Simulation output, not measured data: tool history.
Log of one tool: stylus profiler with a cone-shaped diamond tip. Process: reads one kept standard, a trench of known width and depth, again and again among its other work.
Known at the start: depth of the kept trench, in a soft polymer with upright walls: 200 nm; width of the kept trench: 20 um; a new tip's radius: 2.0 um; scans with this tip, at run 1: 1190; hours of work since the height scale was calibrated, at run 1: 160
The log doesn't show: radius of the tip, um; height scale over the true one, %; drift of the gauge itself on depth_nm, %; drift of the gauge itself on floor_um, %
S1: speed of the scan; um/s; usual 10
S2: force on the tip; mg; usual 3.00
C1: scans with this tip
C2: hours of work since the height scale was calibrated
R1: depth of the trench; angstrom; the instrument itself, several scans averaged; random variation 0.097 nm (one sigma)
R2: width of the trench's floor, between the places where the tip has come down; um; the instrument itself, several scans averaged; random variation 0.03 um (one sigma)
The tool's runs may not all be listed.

{"run": 1, "hour": 0.0, "S1": 10, "S2": 3.0, "C1": 1190, "C2": 160, "R1": 2026.0, "R2": 18.13}
{"run": 2, "hour": 13.5, "S1": 10, "S2": 3.0, "C1": 1238, "C2": 167, "R1": 2024.7, "R2": 18.19}
{"run": 3, "hour": 35.8, "S1": 10, "S2": 2.62, "C1": 1316, "C2": 177, "R1": 2024.0, "R2": 18.11}
{"run": 4, "hour": 64.2, "S1": 7, "S2": 3.0, "C1": 1416, "C2": 191, "R1": 2027.5, "R2": 18.17}
{"run": 5, "hour": 85.1, "S1": 10, "S2": 3.0, "C1": 1489, "C2": 200, "R1": 2025.2, "R2": 18.16}
{"run": 6, "hour": 100.2, "S1": 10, "S2": 3.0, "C1": 1543, "C2": 208, "R1": 2024.9, "R2": 18.1}
{"run": 7, "hour": 113.0, "S1": 10, "S2": 3.0, "C1": 1587, "C2": 214, "R1": 2026.7, "R2": 18.14}
{"run": 8, "hour": 126.1, "S1": 10, "S2": 3.0, "C1": 1633, "C2": 220, "R1": 2024.8, "R2": 18.13}
{"run": 9, "hour": 148.4, "S1": 10, "S2": 3.0, "C1": 1712, "C2": 230, "R1": 2024.8, "R2": 18.16}
{"run": 10, "hour": 167.4, "S1": 10, "S2": 3.0, "C1": 1778, "C2": 239, "R1": 2025.0, "R2": 18.1}
{"run": 11, "hour": 184.8, "S1": 10, "S2": 3.0, "C1": 1839, "C2": 248, "R1": 2024.7, "R2": 18.15}
{"run": 12, "hour": 200.5, "S1": 10, "S2": 3.0, "C1": 1895, "C2": 255, "R1": 2026.3, "R2": 18.19}
{"run": 13, "hour": 223.9, "S1": 10, "S2": 3.0, "C1": 1977, "C2": 266, "R1": 2024.1, "R2": 18.09}
{"run": 14, "hour": 244.4, "S1": 10, "S2": 3.24, "C1": 2049, "C2": 276, "R1": 2027.7, "R2": 18.15}
{"run": 15, "hour": 271.6, "S1": 10, "S2": 1.18, "C1": 2144, "C2": 289, "R1": 2011.4, "R2": 18.12}
{"run": 16, "hour": 292.7, "S1": 10, "S2": 1.18, "C1": 2219, "C2": 299, "R1": 2014.2, "R2": 18.15}
{"run": 17, "hour": 310.4, "S1": 10, "S2": 1.18, "C1": 2281, "C2": 307, "R1": 2012.7, "R2": 18.15}
{"run": 18, "hour": 331.7, "S1": 10, "S2": 1.18, "C1": 2355, "C2": 317, "R1": 2013.8, "R2": 18.1}
{"run": 19, "hour": 345.8, "S1": 9, "S2": 1.18, "C1": 2405, "C2": 324, "R1": 2012.9, "R2": 18.11}
{"run": 20, "hour": 359.5, "S1": 9, "S2": 1.18, "C1": 2453, "C2": 330, "R1": 2011.2, "R2": 18.13}
{"run": 21, "hour": 383.9, "S1": 4, "S2": 3.0, "C1": 2539, "C2": 342, "R1": 2025.1, "R2": 18.19}
{"run": 22, "hour": 408.8, "S1": 4, "S2": 3.0, "C1": 2626, "C2": 354, "R1": 2025.0, "R2": 18.16}
{"hour": 411.4, "done": "height scale calibrated on a step standard"}
{"run": 23, "hour": 422.1, "S1": 10, "S2": 3.0, "C1": 2671, "C2": 5, "R1": 2023.4, "R2": 18.12}
{"run": 24, "hour": 440.6, "S1": 4, "S2": 7.58, "C1": 2736, "C2": 14, "R1": 2045.3, "R2": 18.13}
{"run": 25, "hour": 466.5, "S1": 4, "S2": 1.38, "C1": 2827, "C2": 26, "R1": 2013.2, "R2": 18.15}
{"run": 26, "hour": 482.1, "S1": 5, "S2": 1.7, "C1": 2882, "C2": 33, "R1": 2015.3, "R2": 18.13}
{"run": 27, "hour": 495.9, "S1": 5, "S2": 1.7, "C1": 2930, "C2": 40, "R1": 2016.0, "R2": 18.09}
{"hour": 522.7, "done": "height scale calibrated on a step standard, once more"}
{"run": 28, "hour": 523.6, "S1": 17, "S2": 3.0, "C1": 3026, "C2": 0, "R1": 2024.3, "R2": 18.15}
{"run": 29, "hour": 547.2, "S1": 17, "S2": 3.0, "C1": 3109, "C2": 12, "R1": 2026.7, "R2": 18.13}
{"run": 30, "hour": 567.4, "S1": 17, "S2": 3.0, "C1": 3180, "C2": 21, "R1": 2024.8, "R2": 18.1}
{"run": 31, "hour": 584.5, "S1": 17, "S2": 3.0, "C1": 3240, "C2": 29, "R1": 2023.4, "R2": 18.07}
{"run": 32, "hour": 598.5, "S1": 28, "S2": 3.4, "C1": 3289, "C2": 36, "R1": 2025.3, "R2": 18.04}
{"run": 33, "hour": 614.2, "S1": 28, "S2": 3.4, "C1": 3344, "C2": 43, "R1": 2026.3, "R2": 18.01}
{"run": 34, "hour": 631.4, "S1": 28, "S2": 3.4, "C1": 3405, "C2": 51, "R1": 2026.4, "R2": 18.05}
{"run": 35, "hour": 659.0, "S1": 28, "S2": 3.4, "C1": 3502, "C2": 64, "R1": 2026.5, "R2": 17.99}
{"run": 36, "hour": 671.6, "S1": 36, "S2": 5.3, "C1": 3546, "C2": 70, "R1": 2035.0, "R2": 18.11}
{"run": 37, "hour": 688.4, "S1": 28, "S2": 4.36, "C1": 3605, "C2": 78, "R1": 2032.3, "R2": 18.08}
{"run": 38, "hour": 704.7, "S1": 28, "S2": 4.36, "C1": 3662, "C2": 86, "R1": 2032.0, "R2": 18.07}
{"run": 39, "hour": 726.6, "S1": 2, "S2": 1.58, "C1": 3739, "C2": 96, "R1": 2014.9, "R2": 18.16}
{"run": 40, "hour": 744.8, "S1": 6, "S2": 2.28, "C1": 3803, "C2": 105, "R1": 2020.6, "R2": 18.18}
{"run": 41, "hour": 770.3, "S1": 6, "S2": 2.28, "C1": 3892, "C2": 117, "R1": 2021.5, "R2": 18.14}
{"run": 42, "hour": 786.6, "S1": 6, "S2": 2.28, "C1": 3949, "C2": 125, "R1": 2019.9, "R2": 18.12}
{"run": 43, "hour": 798.8, "S1": 13, "S2": 1.27, "C1": 3992, "C2": 131, "R1": 2012.2, "R2": 18.07}
{"run": 44, "hour": 812.6, "S1": 13, "S2": 1.27, "C1": 4041, "C2": 137, "R1": 2011.6, "R2": 18.11}
{"run": 45, "hour": 835.5, "S1": 3, "S2": 4.61, "C1": 4121, "C2": 148, "R1": 2031.0, "R2": 18.14}
{"run": 46, "hour": 854.9, "S1": 3, "S2": 4.61, "C1": 4189, "C2": 157, "R1": 2033.8, "R2": 18.13}

Some steps in R1 between neighbouring runs. How much of each would the tool show without its hidden state too (settings, what came in, random variation), and how much is left for the hidden state, with any gauge scatter that isn't in both results?
Run 2 -> 3: S2 3.00 -> 2.62. R1 -0.7 angstrom: hidden state -0.1, all else -0.6.
Run 22 -> 23: S1 4 -> 10, height scale calibrated on a step standard. R1 -1.6 angstrom: hidden state -0.6, all else -1.0.
Run 23 -> 24: S1 10 -> 4, S2 3.00 -> 7.58. R1 +21.9 angstrom: hidden state -0.1, all else +22.0.
Run 24 -> 25: S2 7.58 -> 1.38. R1 -32.1 angstrom: hidden state +0.0, all else -32.1.
Run 27 -> 28: S1 5 -> 17, S2 1.70 -> 3.00, height scale calibrated on a step standard, once more. R1 +8.3 angstrom: hidden state +0.5, all else +7.8.
Run 44 -> 45: S1 13 -> 3, S2 1.27 -> 4.61. R1 +19.4 angstrom: hidden state -0.1, all else +19.5.

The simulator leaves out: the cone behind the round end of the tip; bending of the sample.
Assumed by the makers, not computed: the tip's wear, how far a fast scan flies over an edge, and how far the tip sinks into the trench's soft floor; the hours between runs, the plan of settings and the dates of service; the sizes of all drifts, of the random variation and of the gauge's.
